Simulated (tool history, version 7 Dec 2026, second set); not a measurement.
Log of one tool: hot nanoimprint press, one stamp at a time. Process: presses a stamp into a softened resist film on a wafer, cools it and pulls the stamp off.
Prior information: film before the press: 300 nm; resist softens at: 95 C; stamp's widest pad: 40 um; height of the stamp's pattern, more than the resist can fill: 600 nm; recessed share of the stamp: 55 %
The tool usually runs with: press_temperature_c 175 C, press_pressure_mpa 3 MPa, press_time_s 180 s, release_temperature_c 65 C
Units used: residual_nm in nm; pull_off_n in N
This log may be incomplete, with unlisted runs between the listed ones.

Run 1, hour 0: usual settings. Result: residual_nm 161.6 nm, pull_off_n 252 N.
Run 2, hour 62.9: usual settings but release_temperature_c 59 C. Result: residual_nm 162.9 nm, pull_off_n 274 N.
Run 3, hour 121.4: usual settings. Result: residual_nm 162.4 nm, pull_off_n 265 N.
At hour 169: stamp cleaned and given a new release coat.
Run 4, hour 174.7: usual settings but release_temperature_c 68 C. Result: residual_nm 161.7 nm, pull_off_n 230 N.
Run 5, hour 225.2: usual settings but release_temperature_c 68 C. Result: residual_nm 161.3 nm, pull_off_n 235 N.
At hour 263.3: press's hydraulic seals changed and the load cell set to zero.
Run 6, hour 286: usual settings. Result: residual_nm 153.2 nm, pull_off_n 251 N.
Run 7, hour 333.2: usual settings. Result: residual_nm 152.5 nm, pull_off_n 258 N.
Run 8, hour 376.5: usual settings. Result: residual_nm 153.2 nm, pull_off_n 257 N.
At hour 399.8: plate thermocouple calibrated.
Run 9, hour 420.4: usual settings but press_temperature_c 179 C. Result: residual_nm 134.7 nm, pull_off_n 267 N.
At hour 452.3: stamp cleaned and given a new release coat.
Run 10, hour 483.8: usual settings but press_time_s 310 s. Result: residual_nm 131.3 nm, pull_off_n 241 N.
Run 11, hour 523.5: usual settings but press_time_s 146 s. Result: residual_nm 166.3 nm, pull_off_n 249 N.
Run 12, hour 578.5: usual settings but release_temperature_c 59 C. Result: residual_nm 155.2 nm, pull_off_n 270 N.
Run 13, hour 630.7: usual settings but release_temperature_c 59 C. Result: residual_nm 155.1 nm, pull_off_n 275 N.
Run 14, hour 691.1: usual settings. Result: residual_nm 155.2 nm, pull_off_n 269 N.
At hour 724: stamp cleaned and given a new release coat.
Run 15, hour 749.9: usual settings but press_temperature_c 179 C. Result: residual_nm 132.4 nm, pull_off_n 238 N.
Run 16, hour 777.5: usual settings but release_temperature_c 60 C. Result: residual_nm 154.6 nm, pull_off_n 258 N.
Run 17, hour 837.7: usual settings but press_pressure_mpa 4.56 MPa, press_time_s 110 s, release_temperature_c 60 C. Result: residual_nm 146.6 nm, pull_off_n 268 N.
Run 18, hour 878.5: usual settings but press_temperature_c 165 C, press_pressure_mpa 1.81 MPa, press_time_s 102 s, release_temperature_c 52 C. Result: residual_nm 268.7 nm, pull_off_n 294 N.
At hour 905.7: plate thermocouple calibrated.
Run 19, hour 911: usual settings but press_temperature_c 168 C, press_pressure_mpa 2.85 MPa, press_time_s 93 s, release_temperature_c 64 C. Result: residual_nm 236.2 nm, pull_off_n 265 N.
Run 20, hour 971.9: usual settings but press_temperature_c 168 C, press_pressure_mpa 2.85 MPa, press_time_s 93 s, release_temperature_c 64 C. Result: residual_nm 235.6 nm, pull_off_n 272 N.
At hour 1002.5: stamp cleaned and given a new release coat.
Run 21, hour 1007.7: usual settings but press_temperature_c 168 C, press_pressure_mpa 2.85 MPa, press_time_s 93 s, release_temperature_c 64 C. Result: residual_nm 236.7 nm, pull_off_n 236 N.
Run 22, hour 1043.2: usual settings but press_temperature_c 177 C, release_temperature_c 53 C. Result: residual_nm 146.1 nm, pull_off_n 274 N.
Run 23, hour 1088.9: usual settings but press_temperature_c 178 C, press_pressure_mpa 2.53 MPa, press_time_s 114 s, release_temperature_c 67 C. Result: residual_nm 175.5 nm, pull_off_n 244 N.
Run 24, hour 1118.2: usual settings but press_temperature_c 178 C, press_pressure_mpa 2.53 MPa, press_time_s 114 s, release_temperature_c 67 C. Result: residual_nm 176.2 nm, pull_off_n 248 N.
Run 25, hour 1159.3: usual settings but press_temperature_c 178 C, press_pressure_mpa 2.53 MPa, press_time_s 114 s, release_temperature_c 67 C. Result: residual_nm 175.7 nm, pull_off_n 253 N.
Run 26, hour 1194.7: usual settings but press_temperature_c 183 C, press_pressure_mpa 2.53 MPa, press_time_s 90 s. Result: residual_nm 159.6 nm, pull_off_n 264 N.
Run 27, hour 1234.1: usual settings but press_temperature_c 183 C, press_pressure_mpa 1.89 MPa, press_time_s 90 s. Result: residual_nm 182.2 nm, pull_off_n 268 N.
Run 28, hour 1260.9: usual settings but press_time_s 154 s. Result: residual_nm 164.4 nm, pull_off_n 271 N.
At hour 1274.6: stamp cleaned and given a new release coat.
Run 29, hour 1299.3: usual settings but press_temperature_c 181 C, release_temperature_c 57 C. Result: residual_nm 124.8 nm, pull_off_n 260 N.
Run 30, hour 1343: usual settings but press_pressure_mpa 2.75 MPa. Result: residual_nm 162.5 nm, pull_off_n 243 N.

Run by run, hidden condition taken away, random variation retained:
Hidden state at play: true temperature over the reading, C; pressure that arrives at the usual setting, %; grip of the stamp's worn release coat, % over a new coat's; drift of the gauge itself on residual_nm, %; drift of the gauge itself on pull_off_n, %.
run  residual_nm  pull_off_n
  1        154.7         238
  2        156.3         250
  3          156         235
  4        155.6         230
  5        155.5         229
  6        155.9         238
  7        155.4         239
  8        156.4         233
  9        134.2         235
 10        131.1         237
 11        166.3         240
 12        155.5         253
 13        155.7         251
 14          156         238
 15        133.3         235
 16        155.9         252
 17          147         254
 18        270.3         273
 19        234.3         240
 20        234.1         239
 21        235.3         236
 22        144.4         268
 23        174.5         234
 24        175.4         234
 25        175.1         234
 26          159         240
 27        182.7         238
 28        163.9         238
 29        124.3         258
 30        162.7         236

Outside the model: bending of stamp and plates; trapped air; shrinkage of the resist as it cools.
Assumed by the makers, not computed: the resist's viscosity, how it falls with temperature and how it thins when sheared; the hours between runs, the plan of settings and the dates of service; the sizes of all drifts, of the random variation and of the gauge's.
